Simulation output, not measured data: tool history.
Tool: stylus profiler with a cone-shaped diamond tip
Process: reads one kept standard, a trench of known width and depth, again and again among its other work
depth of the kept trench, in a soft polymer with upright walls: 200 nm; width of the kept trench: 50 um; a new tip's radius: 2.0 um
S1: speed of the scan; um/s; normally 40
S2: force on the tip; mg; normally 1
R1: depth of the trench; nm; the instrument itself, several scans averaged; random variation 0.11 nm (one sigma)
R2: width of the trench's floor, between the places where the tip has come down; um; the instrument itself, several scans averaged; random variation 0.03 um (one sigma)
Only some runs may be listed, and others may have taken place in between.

run,hour,S1,S2,R1,R2
1,0,40,1,200.41,47.74
2,34.2,40,1,200.15,47.72
3,62.5,40,1,200.17,47.7
4,95.5,17,1,200.13,47.84
5,119.7,40,1,200.03,47.69
6,148.8,40,1,200.07,47.72
7,197.3,150,1,200.1,47.16
# hour 207.4: height scale calibrated on a step standard
8,229,150,1,200.89,47.15
9,260.1,150,1,201.02,47.16
10,296.5,150,1,200.79,47.17
11,327.1,150,1,200.93,47.16

Run 12 comes next. What will it give?
12,360,150,1,?,?

R1: 200.83 nm
R2: 47.14 um
Were there no unlogged condition in the tool, this run, its random variation unchanged, would have produced R1 200.96 nm, R2 47.57 um.

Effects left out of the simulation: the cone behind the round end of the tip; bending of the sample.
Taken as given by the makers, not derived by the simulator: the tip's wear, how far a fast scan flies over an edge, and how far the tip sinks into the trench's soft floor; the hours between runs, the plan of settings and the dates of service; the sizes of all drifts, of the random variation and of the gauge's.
